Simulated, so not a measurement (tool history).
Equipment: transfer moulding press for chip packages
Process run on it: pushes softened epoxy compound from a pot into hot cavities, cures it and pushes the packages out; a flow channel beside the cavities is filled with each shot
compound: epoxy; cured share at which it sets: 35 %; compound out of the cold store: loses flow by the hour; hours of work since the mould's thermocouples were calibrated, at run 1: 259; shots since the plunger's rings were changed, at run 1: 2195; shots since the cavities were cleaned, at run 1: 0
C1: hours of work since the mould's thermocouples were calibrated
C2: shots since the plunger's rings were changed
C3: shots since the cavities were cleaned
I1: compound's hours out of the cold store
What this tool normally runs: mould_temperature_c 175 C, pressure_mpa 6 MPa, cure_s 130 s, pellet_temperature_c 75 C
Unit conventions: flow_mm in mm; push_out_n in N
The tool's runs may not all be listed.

run 1 hour=0 | mould_temperature_c=175 pressure_mpa=6 cure_s=130 pellet_temperature_c=75 | C1=259 C2=2195 C3=0 | I1=41.5 | flow_mm=629 push_out_n=377
run 2 hour=52.8 | mould_temperature_c=175 pressure_mpa=6 cure_s=130 pellet_temperature_c=75 | C1=284 C2=2578 C3=383 | I1=42 | flow_mm=625 push_out_n=476
-- hour=89.9 cavities cleaned with cleaning compound and waxed
run 3 hour=122.3 | mould_temperature_c=175 pressure_mpa=6 cure_s=130 pellet_temperature_c=75 | C1=317 C2=3070 C3=234 | I1=20.2 | flow_mm=669 push_out_n=644
run 4 hour=157.9 | mould_temperature_c=175 pressure_mpa=6 cure_s=130 pellet_temperature_c=75 | C1=335 C2=3328 C3=492 | I1=45.5 | flow_mm=606 push_out_n=641
-- hour=177.7 cavities cleaned with cleaning compound and waxed
-- hour=218.9 plunger's sealing rings changed
run 5 hour=218.9 | mould_temperature_c=175 pressure_mpa=6 cure_s=130 pellet_temperature_c=75 | C1=362 C2=0 C3=281 | I1=41.6 | flow_mm=635 push_out_n=451
run 6 hour=259.1 | mould_temperature_c=175 pressure_mpa=6 cure_s=130 pellet_temperature_c=75 | C1=382 C2=291 C3=572 | I1=15.5 | flow_mm=698 push_out_n=544
-- hour=267.5 cavities cleaned with cleaning compound and waxed
run 7 hour=295.6 | mould_temperature_c=175 pressure_mpa=6 cure_s=121 pellet_temperature_c=75 | C1=399 C2=545 C3=204 | I1=41.4 | flow_mm=637 push_out_n=485
-- hour=311.2 cavities cleaned with cleaning compound and waxed, once more
run 8 hour=360.7 | mould_temperature_c=180 pressure_mpa=6 cure_s=130 pellet_temperature_c=75 | C1=430 C2=1005 C3=358 | I1=18.6 | flow_mm=671 push_out_n=416
-- hour=399.3 cavities cleaned with cleaning compound and waxed
run 9 hour=399.3 | mould_temperature_c=180 pressure_mpa=6 cure_s=130 pellet_temperature_c=75 | C1=448 C2=1274 C3=0 | I1=33.7 | flow_mm=635 push_out_n=352
run 10 hour=454.8 | mould_temperature_c=180 pressure_mpa=6 cure_s=130 pellet_temperature_c=75 | C1=475 C2=1676 C3=402 | I1=22.3 | flow_mm=660 push_out_n=436
-- hour=486.1 cavities cleaned with cleaning compound and waxed
run 11 hour=498.2 | mould_temperature_c=180 pressure_mpa=6 cure_s=130 pellet_temperature_c=75 | C1=495 C2=1979 C3=87 | I1=10.8 | flow_mm=683 push_out_n=366
run 12 hour=529.7 | mould_temperature_c=180 pressure_mpa=6 cure_s=130 pellet_temperature_c=75 | C1=511 C2=2208 C3=316 | I1=39.4 | flow_mm=617 push_out_n=415
-- hour=572.9 cavities cleaned with cleaning compound and waxed
run 13 hour=593 | mould_temperature_c=180 pressure_mpa=6 cure_s=130 pellet_temperature_c=75 | C1=541 C2=2655 C3=146 | I1=9.8 | flow_mm=691 push_out_n=389
run 14 hour=639.2 | mould_temperature_c=175 pressure_mpa=6 cure_s=130 pellet_temperature_c=70 | C1=563 C2=2990 C3=481 | I1=20.4 | flow_mm=667 push_out_n=509
-- hour=662.2 cavities cleaned with cleaning compound and waxed
run 15 hour=694.9 | mould_temperature_c=175 pressure_mpa=6.62 cure_s=130 pellet_temperature_c=76 | C1=590 C2=3382 C3=237 | I1=15.5 | flow_mm=719 push_out_n=459
run 16 hour=735.5 | mould_temperature_c=175 pressure_mpa=6.62 cure_s=130 pellet_temperature_c=76 | C1=609 C2=3676 C3=531 | I1=27.2 | flow_mm=690 push_out_n=523
-- hour=747.3 plunger's sealing rings changed
-- hour=755.5 cavities cleaned with cleaning compound and waxed
run 17 hour=771.2 | mould_temperature_c=175 pressure_mpa=6.62 cure_s=130 pellet_temperature_c=76 | C1=625 C2=162 C3=114 | I1=24.4 | flow_mm=708 push_out_n=416
run 18 hour=837.5 | mould_temperature_c=168 pressure_mpa=6 cure_s=130 pellet_temperature_c=79 | C1=657 C2=642 C3=594 | I1=13 | flow_mm=730 push_out_n=830
-- hour=846.1 mould's thermocouples calibrated
-- hour=847.6 cavities cleaned with cleaning compound and waxed
run 19 hour=878.4 | mould_temperature_c=175 pressure_mpa=6 cure_s=149 pellet_temperature_c=75 | C1=15 C2=913 C3=223 | I1=44 | flow_mm=627 push_out_n=381
-- hour=936.2 cavities cleaned with cleaning compound and waxed
run 20 hour=940.6 | mould_temperature_c=175 pressure_mpa=6 cure_s=149 pellet_temperature_c=75 | C1=45 C2=1353 C3=32 | I1=39.4 | flow_mm=639 push_out_n=347
run 21 hour=992.3 | mould_temperature_c=176 pressure_mpa=4.5 cure_s=161 pellet_temperature_c=85 | C1=70 C2=1727 C3=406 | I1=35.8 | flow_mm=561 push_out_n=430
-- hour=1023.3 cavities cleaned with cleaning compound and waxed
run 22 hour=1043.4 | mould_temperature_c=172 pressure_mpa=5.13 cure_s=164 pellet_temperature_c=67 | C1=94 C2=2086 C3=145 | I1=19.7 | flow_mm=641 push_out_n=371
run 23 hour=1087.2 | mould_temperature_c=172 pressure_mpa=5.13 cure_s=164 pellet_temperature_c=67 | C1=115 C2=2403 C3=462 | I1=23.3 | flow_mm=631 push_out_n=466
-- hour=1109.9 cavities cleaned with cleaning compound and waxed
run 24 hour=1163.4 | mould_temperature_c=171 pressure_mpa=5.67 cure_s=130 pellet_temperature_c=75 | C1=152 C2=2945 C3=388 | I1=38.6 | flow_mm=623 push_out_n=579
-- hour=1199.5 cavities cleaned with cleaning compound and waxed
run 25 hour=1213.3 | mould_temperature_c=170 pressure_mpa=7.33 cure_s=130 pellet_temperature_c=75 | C1=175 C2=3295 C3=100 | I1=39.2 | flow_mm=708 push_out_n=535
-- hour=1279 plunger's sealing rings changed
run 26 hour=1279.7 | mould_temperature_c=181 pressure_mpa=4.62 cure_s=112 pellet_temperature_c=77 | C1=206 C2=5 C3=563 | I1=47.3 | flow_mm=536 push_out_n=502
-- hour=1288.7 cavities cleaned with cleaning compound and waxed
run 27 hour=1333.2 | mould_temperature_c=180 pressure_mpa=5.34 cure_s=145 pellet_temperature_c=74 | C1=231 C2=381 C3=322 | I1=33 | flow_mm=607 push_out_n=412

Table of differences, measured result less the result of that run with no hidden state. Run-to-run variation is the same in both. Gauge scatter possibly is not:
The tool's hidden condition here consists of: true mould temperature over the reading, C; pressure that reaches the compound, % of what is set; grip of the stained cavities, % over clean ones'; drift of the gauge itself on flow_mm, %; drift of the gauge itself on push_out_n, %.
run=1 flow_mm=-15 push_out_n=+9
run=2 flow_mm=-17 push_out_n=+106
run=3 flow_mm=-22 push_out_n=+262
run=4 flow_mm=-21 push_out_n=+266
run=5 flow_mm=-1 push_out_n=+89
run=6 flow_mm=-3 push_out_n=+157
run=7 flow_mm=-4 push_out_n=+76
run=8 flow_mm=-7 push_out_n=+93
run=9 flow_mm=-8 push_out_n=+9
run=10 flow_mm=-11 push_out_n=+104
run=11 flow_mm=-13 push_out_n=+25
run=12 flow_mm=-13 push_out_n=+82
run=13 flow_mm=-18 push_out_n=+45
run=14 flow_mm=-19 push_out_n=+124
run=15 flow_mm=-24 push_out_n=+66
run=16 flow_mm=-25 push_out_n=+131
run=17 flow_mm=-3 push_out_n=+36
run=18 flow_mm=-7 push_out_n=+214
run=19 flow_mm=-6 push_out_n=+59
run=20 flow_mm=-10 push_out_n=+12
run=21 flow_mm=-10 push_out_n=+99
run=22 flow_mm=-14 push_out_n=+44
run=23 flow_mm=-16 push_out_n=+115
run=24 flow_mm=-18 push_out_n=+128
run=25 flow_mm=-23 push_out_n=+35
run=26 flow_mm=-2 push_out_n=+137
run=27 flow_mm=-5 push_out_n=+83
